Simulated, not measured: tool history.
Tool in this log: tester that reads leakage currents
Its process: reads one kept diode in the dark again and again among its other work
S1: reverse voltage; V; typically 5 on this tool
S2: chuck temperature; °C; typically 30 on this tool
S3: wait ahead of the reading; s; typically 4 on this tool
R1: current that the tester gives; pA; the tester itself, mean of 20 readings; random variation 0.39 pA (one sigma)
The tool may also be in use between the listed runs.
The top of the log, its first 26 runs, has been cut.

run     day    S1  S2    S3      R1
 27  31.038     5  26     4   89.07
 28  31.888     5  40     4  298.73
 29  32.554  2.16  30  1.29   83.01
 30  33.212  8.88  30  1.01   172.9
 31  34.483  8.88  30  1.01  171.51
 32  35.946  8.88  30  1.01  172.95
 33  37.362     5  26  4.56   89.15
 34  38.179     5  26  4.56   89.65
 35  39.333  6.06  34  0.35   203.9
 36  40.804  6.06  34  0.35  202.52
 37  41.625  7.25  23  4.33   82.31
 38  42.954  7.25  23  4.33   82.33
     43.829  -- probe card cleaned and baked
 39  44.158  7.25  23  4.33   82.75

5 ways to go on from here, each from the tool as it stands after run 39. What would each give?
  A  45.521  7.57  53  4.33   ?
  B  45.521  7.81  23  4.33   ?
  C  45.521  1.27  23  1.45   ?
  D  45.521  2.15  22   2.9   ?
  E  45.521     5  46  0.45   ?

run       R1
  A  1032.87
  B    84.88
  C    33.71
  D    40.34
  E   488.05
Had the tool no hidden state, the same runs would have come out as:
run       R1
  A  1032.38
  B    84.84
  C    33.69
  D    40.32
  E   487.81
